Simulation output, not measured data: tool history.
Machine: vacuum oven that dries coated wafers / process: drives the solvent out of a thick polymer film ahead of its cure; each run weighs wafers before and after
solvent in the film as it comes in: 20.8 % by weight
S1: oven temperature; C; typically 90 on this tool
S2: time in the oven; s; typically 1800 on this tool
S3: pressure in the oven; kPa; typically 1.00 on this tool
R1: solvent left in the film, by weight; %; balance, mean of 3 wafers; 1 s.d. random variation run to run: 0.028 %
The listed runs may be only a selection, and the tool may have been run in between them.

run	day	S1	S2	S3	R1
1	0.000	90	1800	1.00	1.52
2	2.150	90	1800	1.00	1.48
3	4.725	90	1800	1.00	1.52
4	7.700	90	1800	1.00	1.51
5	11.208	90	1800	1.00	1.51
6	14.433	90	1140	1.00	3.26
7	18.500	90	1800	1.00	1.46
8	22.242	90	960	1.00	4.03
9	24.262	90	960	1.00	4.01
10	27.558	78	1800	1.00	4.42
11	29.912	90	1800	1.30	1.55
12	33.871	90	1800	1.30	1.56
13	36.446	90	1800	1.00	1.41
14	40.050	90	1800	1.00	1.45
15	42.529	90	1800	1.00	1.38
16	45.312	90	1800	0.74	1.29
17	47.442	90	1800	1.00	1.37
18	51.308	90	1800	1.00	1.38
19	54.258	90	1800	1.00	1.37
20	56.758	90	1800	1.00	1.38
21	60.217	90	1800	1.00	1.29
# day 61.808: oven's thermocouples calibrated
22	62.879	90	1800	1.00	1.72
23	64.621	90	1800	1.00	1.77
24	67.096	80	1800	1.00	4.32
25	71.108	80	1800	1.00	4.28
26	74.038	97	1440	1.62	1.46
27	77.175	80	1440	1.62	5.89
28	79.846	89	1800	0.71	1.71
29	82.496	89	1800	0.71	1.71
30	86.683	94	2340	1.00	0.69
31	88.988	94	2340	1.00	0.70
32	91.533	94	2340	1.00	0.76
33	93.238	95	1620	1.00	1.17
34	96.042	85	3240	1.00	1.06
35	98.508	103	960	1.00	1.32
36	101.071	103	1200	2.81	1.33
37	102.933	103	1200	2.81	1.30
38	106.946	103	3120	1.62	0.57
39	110.546	76	1800	1.17	5.50
40	112.542	103	1500	1.95	0.83
41	116.454	76	1500	1.63	6.76
42	118.725	76	1500	1.63	6.71
43	122.633	76	1500	1.63	6.62
44	124.333	89	2340	1.30	1.27
45	128.346	82	1800	1.00	3.28
46	132.204	82	1800	1.00	3.28
47	134.017	82	1920	1.37	3.17

4 ways to go on from here, each from the tool as it stands after run 47. What would each give?
A	137.550	92	2460	3.30	?
B	137.550	82	1260	1.56	?
C	137.550	90	1920	2.88	?
D	137.550	78	1800	1.00	?

run	R1
A	1.66
B	5.41
C	2.16
D	4.42
Without the tool's hidden state the same runs would have given:
run	R1
A	1.70
B	5.95
C	2.34
D	4.88
